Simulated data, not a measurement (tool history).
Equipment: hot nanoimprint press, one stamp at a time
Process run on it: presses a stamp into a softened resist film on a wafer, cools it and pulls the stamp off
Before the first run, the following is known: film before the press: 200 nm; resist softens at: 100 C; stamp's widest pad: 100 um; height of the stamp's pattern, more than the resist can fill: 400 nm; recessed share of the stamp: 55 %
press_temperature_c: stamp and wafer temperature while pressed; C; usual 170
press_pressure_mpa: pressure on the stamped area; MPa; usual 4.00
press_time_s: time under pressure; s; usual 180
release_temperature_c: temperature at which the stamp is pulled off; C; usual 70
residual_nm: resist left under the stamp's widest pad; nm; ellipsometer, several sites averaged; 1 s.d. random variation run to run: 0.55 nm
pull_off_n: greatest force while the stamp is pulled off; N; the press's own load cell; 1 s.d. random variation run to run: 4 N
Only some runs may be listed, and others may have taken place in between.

{"run": 1, "hour": 0.0, "press_temperature_c": 170, "press_pressure_mpa": 4.0, "press_time_s": 180, "release_temperature_c": 70, "residual_nm": 75.2, "pull_off_n": 227}
{"run": 2, "hour": 17.1, "press_temperature_c": 170, "press_pressure_mpa": 4.0, "press_time_s": 180, "release_temperature_c": 70, "residual_nm": 74.3, "pull_off_n": 230}
{"run": 3, "hour": 49.2, "press_temperature_c": 170, "press_pressure_mpa": 4.0, "press_time_s": 180, "release_temperature_c": 70, "residual_nm": 75.8, "pull_off_n": 246}
{"run": 4, "hour": 68.3, "press_temperature_c": 170, "press_pressure_mpa": 4.0, "press_time_s": 180, "release_temperature_c": 70, "residual_nm": 75.9, "pull_off_n": 245}
{"run": 5, "hour": 104.8, "press_temperature_c": 170, "press_pressure_mpa": 4.0, "press_time_s": 180, "release_temperature_c": 70, "residual_nm": 75.6, "pull_off_n": 246}
{"run": 6, "hour": 145.4, "press_temperature_c": 170, "press_pressure_mpa": 4.0, "press_time_s": 180, "release_temperature_c": 70, "residual_nm": 76.7, "pull_off_n": 256}
{"run": 7, "hour": 183.6, "press_temperature_c": 170, "press_pressure_mpa": 4.0, "press_time_s": 180, "release_temperature_c": 70, "residual_nm": 76.3, "pull_off_n": 259}
{"run": 8, "hour": 215.9, "press_temperature_c": 170, "press_pressure_mpa": 4.0, "press_time_s": 168, "release_temperature_c": 70, "residual_nm": 78.0, "pull_off_n": 264}
{"run": 9, "hour": 235.6, "press_temperature_c": 170, "press_pressure_mpa": 4.0, "press_time_s": 180, "release_temperature_c": 70, "residual_nm": 76.8, "pull_off_n": 268}
{"run": 10, "hour": 271.7, "press_temperature_c": 170, "press_pressure_mpa": 4.0, "press_time_s": 180, "release_temperature_c": 77, "residual_nm": 76.9, "pull_off_n": 223}
{"run": 11, "hour": 305.1, "press_temperature_c": 178, "press_pressure_mpa": 4.0, "press_time_s": 180, "release_temperature_c": 70, "residual_nm": 50.7, "pull_off_n": 279}
{"run": 12, "hour": 334.9, "press_temperature_c": 178, "press_pressure_mpa": 4.0, "press_time_s": 150, "release_temperature_c": 70, "residual_nm": 55.1, "pull_off_n": 297}
{"hour": 359.5, "done": "press's hydraulic seals changed and the load cell set to zero"}
{"hour": 386.3, "done": "stamp cleaned and given a new release coat"}
{"run": 13, "hour": 387.6, "press_temperature_c": 170, "press_pressure_mpa": 4.0, "press_time_s": 180, "release_temperature_c": 70, "residual_nm": 74.3, "pull_off_n": 202}
{"run": 14, "hour": 415.8, "press_temperature_c": 170, "press_pressure_mpa": 4.0, "press_time_s": 180, "release_temperature_c": 70, "residual_nm": 75.7, "pull_off_n": 203}
{"hour": 421.6, "done": "plate thermocouple calibrated"}
{"run": 15, "hour": 458.0, "press_temperature_c": 170, "press_pressure_mpa": 4.0, "press_time_s": 180, "release_temperature_c": 70, "residual_nm": 77.9, "pull_off_n": 212}
{"run": 16, "hour": 490.5, "press_temperature_c": 178, "press_pressure_mpa": 6.21, "press_time_s": 320, "release_temperature_c": 70, "residual_nm": 32.0, "pull_off_n": 222}
{"run": 17, "hour": 528.7, "press_temperature_c": 170, "press_pressure_mpa": 5.87, "press_time_s": 180, "release_temperature_c": 70, "residual_nm": 63.7, "pull_off_n": 228}
{"run": 18, "hour": 555.6, "press_temperature_c": 173, "press_pressure_mpa": 4.0, "press_time_s": 124, "release_temperature_c": 70, "residual_nm": 77.9, "pull_off_n": 236}
{"run": 19, "hour": 592.1, "press_temperature_c": 177, "press_pressure_mpa": 3.87, "press_time_s": 180, "release_temperature_c": 77, "residual_nm": 56.2, "pull_off_n": 192}
{"run": 20, "hour": 610.7, "press_temperature_c": 160, "press_pressure_mpa": 4.0, "press_time_s": 199, "release_temperature_c": 74, "residual_nm": 129.0, "pull_off_n": 223}
{"hour": 616.4, "done": "plate thermocouple calibrated, once more"}
{"run": 21, "hour": 654.9, "press_temperature_c": 160, "press_pressure_mpa": 4.0, "press_time_s": 199, "release_temperature_c": 74, "residual_nm": 116.8, "pull_off_n": 212}
{"run": 22, "hour": 681.2, "press_temperature_c": 160, "press_pressure_mpa": 4.0, "press_time_s": 199, "release_temperature_c": 74, "residual_nm": 117.0, "pull_off_n": 216}
{"run": 23, "hour": 698.1, "press_temperature_c": 160, "press_pressure_mpa": 4.0, "press_time_s": 199, "release_temperature_c": 74, "residual_nm": 117.5, "pull_off_n": 219}
{"run": 24, "hour": 737.8, "press_temperature_c": 160, "press_pressure_mpa": 4.0, "press_time_s": 199, "release_temperature_c": 74, "residual_nm": 118.3, "pull_off_n": 227}
{"run": 25, "hour": 761.5, "press_temperature_c": 160, "press_pressure_mpa": 4.15, "press_time_s": 199, "release_temperature_c": 74, "residual_nm": 116.5, "pull_off_n": 237}
{"run": 26, "hour": 784.4, "press_temperature_c": 160, "press_pressure_mpa": 4.15, "press_time_s": 199, "release_temperature_c": 65, "residual_nm": 116.1, "pull_off_n": 311}
{"run": 27, "hour": 824.0, "press_temperature_c": 160, "press_pressure_mpa": 4.15, "press_time_s": 199, "release_temperature_c": 65, "residual_nm": 117.3, "pull_off_n": 307}
{"run": 28, "hour": 857.4, "press_temperature_c": 163, "press_pressure_mpa": 3.21, "press_time_s": 298, "release_temperature_c": 64, "residual_nm": 98.6, "pull_off_n": 332}
{"run": 29, "hour": 886.4, "press_temperature_c": 170, "press_pressure_mpa": 4.0, "press_time_s": 134, "release_temperature_c": 57, "residual_nm": 82.0, "pull_off_n": 399}

Branching from run 29: 5 alternative next runs. What would each branch give?
{"run": "A", "hour": 908.4, "press_temperature_c": 171, "press_pressure_mpa": 4.0, "press_time_s": 180, "release_temperature_c": 55, "residual_nm": "?", "pull_off_n": "?"}
{"run": "B", "hour": 908.4, "press_temperature_c": 170, "press_pressure_mpa": 4.0, "press_time_s": 190, "release_temperature_c": 70, "residual_nm": "?", "pull_off_n": "?"}
{"run": "C", "hour": 908.4, "press_temperature_c": 178, "press_pressure_mpa": 4.37, "press_time_s": 134, "release_temperature_c": 56, "residual_nm": "?", "pull_off_n": "?"}
{"run": "D", "hour": 908.4, "press_temperature_c": 175, "press_pressure_mpa": 4.42, "press_time_s": 134, "release_temperature_c": 71, "residual_nm": "?", "pull_off_n": "?"}
{"run": "E", "hour": 908.4, "press_temperature_c": 170, "press_pressure_mpa": 4.0, "press_time_s": 134, "release_temperature_c": 57, "residual_nm": "?", "pull_off_n": "?"}

run=A residual_nm=69.5 pull_off_n=403
run=B residual_nm=73.3 pull_off_n=287
run=C residual_nm=53.0 pull_off_n=418
run=D residual_nm=60.5 pull_off_n=283
run=E residual_nm=81.6 pull_off_n=384
With no hidden state in the tool, these same runs would have given:
run=A residual_nm=67.5 pull_off_n=270
run=B residual_nm=71.2 pull_off_n=193
run=C residual_nm=51.6 pull_off_n=281
run=D residual_nm=58.8 pull_off_n=190
run=E residual_nm=79.4 pull_off_n=257
